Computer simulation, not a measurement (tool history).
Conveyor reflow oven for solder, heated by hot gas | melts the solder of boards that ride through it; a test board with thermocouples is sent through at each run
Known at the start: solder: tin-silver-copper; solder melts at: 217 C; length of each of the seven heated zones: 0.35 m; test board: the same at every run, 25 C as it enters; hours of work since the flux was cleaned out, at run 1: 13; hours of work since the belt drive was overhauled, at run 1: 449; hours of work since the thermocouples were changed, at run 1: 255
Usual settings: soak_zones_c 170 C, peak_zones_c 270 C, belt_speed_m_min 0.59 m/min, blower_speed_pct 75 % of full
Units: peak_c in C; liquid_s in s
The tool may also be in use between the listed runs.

run,day,soak_zones_c,peak_zones_c,belt_speed_m_min,blower_speed_pct,hours of work since the flux was cleaned out,hours of work since the belt drive was overhauled,hours of work since the thermocouples were changed,peak_c,liquid_s
1,0,170,270,0.59,75,13,449,255,257.4,56.88
2,0.804,170,270,0.59,75,25,460,266,257.5,56.68
3,1.612,170,271,0.59,75,36,471,277,258.1,57.19
4,2.258,170,270,0.59,75,45,480,286,257.4,56.81
5,3.138,170,270,0.486,75,57,493,299,261.9,73.34
6,4.058,170,270,0.59,75,70,505,311,257,56.64
7,5.083,170,270,0.574,75,84,520,326,257.7,58.89
8,6.146,170,270,0.493,75,99,535,341,261.1,71.72
9,7.112,170,270,0.493,75,113,548,354,261,71.78
10,7.746,170,270,0.493,75,122,557,363,261.1,71.68
11,8.533,170,258,0.59,75,133,568,374,245.7,49.78
12,9.475,170,258,0.59,75,146,581,387,245.8,49.57
13,10.392,181,258,0.59,75,159,594,400,247.1,54.53
14,10.862,181,258,0.59,75,165,600,406,247.1,54.44
15,11.846,170,279,0.59,75,179,614,420,264.7,60.52
16,12.662,170,259,0.509,82,190,626,432,250.7,63.85
17,13.479,170,259,0.509,82,202,637,443,250.5,63.76
18,14.588,181,265,0.523,71,217,652,458,255,67.68
19,15.042,181,265,0.523,71,223,659,465,254.9,67.65
20,15.571,181,265,0.523,71,231,666,472,255,67.48
21,16.217,181,265,0.523,71,240,675,481,254.7,67.53
22,17.046,182,265,0.523,54,251,687,493,250.9,64.22
23,18.138,160,265,0.59,59,267,702,508,245,44.26
24,19.233,160,265,0.59,59,282,717,523,245.2,44.11
25,20.346,160,269,0.59,73,298,733,539,253,51.29
26,20.917,163,280,0.59,69,305,741,547,262.4,57.01
27,21.996,163,270,0.696,76,321,756,562,249.7,41.12

5 ways to go on from here, each from the tool as it stands after run 27. What would each give?
A,22.488,163,284,0.494,76,327,763,569,?,?
B,22.488,184,271,0.59,75,327,763,569,?,?
C,22.488,160,270,0.696,76,327,763,569,?,?
D,22.488,163,284,0.535,76,327,763,569,?,?
E,22.488,170,284,0.59,88,327,763,569,?,?

run,peak_c,liquid_s
A,273.2,75.3
B,258.6,62.21
C,249,39.9
D,270.9,68.34
E,271.2,63.62
Without the tool's hidden state the same runs would have given:
run,peak_c,liquid_s
A,275.8,75.29
B,261.1,62.51
C,252,41.29
D,273.6,68.49
E,274.1,63.71

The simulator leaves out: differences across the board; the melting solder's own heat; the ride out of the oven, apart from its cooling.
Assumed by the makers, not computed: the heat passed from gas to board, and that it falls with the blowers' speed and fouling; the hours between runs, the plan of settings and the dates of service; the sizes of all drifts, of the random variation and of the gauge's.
